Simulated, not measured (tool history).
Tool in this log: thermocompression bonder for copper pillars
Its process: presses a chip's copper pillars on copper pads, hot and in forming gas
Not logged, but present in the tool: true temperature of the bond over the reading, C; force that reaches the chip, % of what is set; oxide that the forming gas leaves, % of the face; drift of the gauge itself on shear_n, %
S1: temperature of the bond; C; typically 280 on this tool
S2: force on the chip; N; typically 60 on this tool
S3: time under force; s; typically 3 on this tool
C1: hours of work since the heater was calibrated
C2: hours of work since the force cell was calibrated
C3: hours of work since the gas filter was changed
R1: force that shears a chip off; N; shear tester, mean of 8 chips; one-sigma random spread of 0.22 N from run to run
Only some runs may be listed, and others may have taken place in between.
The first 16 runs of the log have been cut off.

run    hour   S1  S2  S3    C1   C2   C3    R1
 17   980.2  280  60   2   728   55  145  44.2
 18  1060.6  280  60   2   783  109  200  44.2
 19  1120.1  280  60   2   823  149  240  44.1
 20  1209.7  280  54   3   884  210  300  47.5
     1257.9  -- forming gas filter changed
 21  1300.9  305  48   5   945  271   29  61.5
 22  1355.1  305  48   5   981  308   66  61.4
 23  1400.8  269  42   5  1012  339   97  47.0
 24  1460.5  269  42   5  1053  379  137  46.9
 25  1500.5  293  45   8  1080  406  164  62.5
 26  1578.2  293  45   8  1132  458  216  62.5
 27  1633.1  293  45   3  1169  496  253  48.4
 28  1692.2  280  39   3  1209  535  293  41.0
 29  1732.1  254  47   4  1236  562  320  40.4
     1751.2  -- forming gas filter changed
 30  1793.3  291  45   2  1277  603   28  42.8
 31  1847.9  291  45   5  1314  640   65  56.0
 32  1939.8  303  90   5  1376  702  127  71.9
 33  1977.8  280  37   5  1402  728  153  48.1
 34  2043.6  292  43   6  1446  773  198  57.6
 35  2100.3  266  79   3  1485  811  236  52.2
     2177.1  -- heater calibrated with a thermocouple chip
 36  2178.3  281  60   2     1  862  287  41.8
     2246.9  -- forming gas filter changed
 37  2246.9  281  60   4    47  908    0  52.7

Consider 4 possible next runs. They are alternatives, not a sequence: every one starts from the tool as it was left by run 37. What does each give?
  A  2328.9  281  60   4  102  964  55   ?
  B  2328.9  259  60   2  102  964  55   ?
  C  2328.9  281  55   4  102  964  55   ?
  D  2328.9  308  62   4  102  964  55   ?

run    R1
  A  52.2
  B  34.8
  C  50.8
  D  62.0
Without the tool's unlogged condition, the same runs would have read:
run    R1
  A  53.9
  B  36.3
  C  52.5
  D  63.6
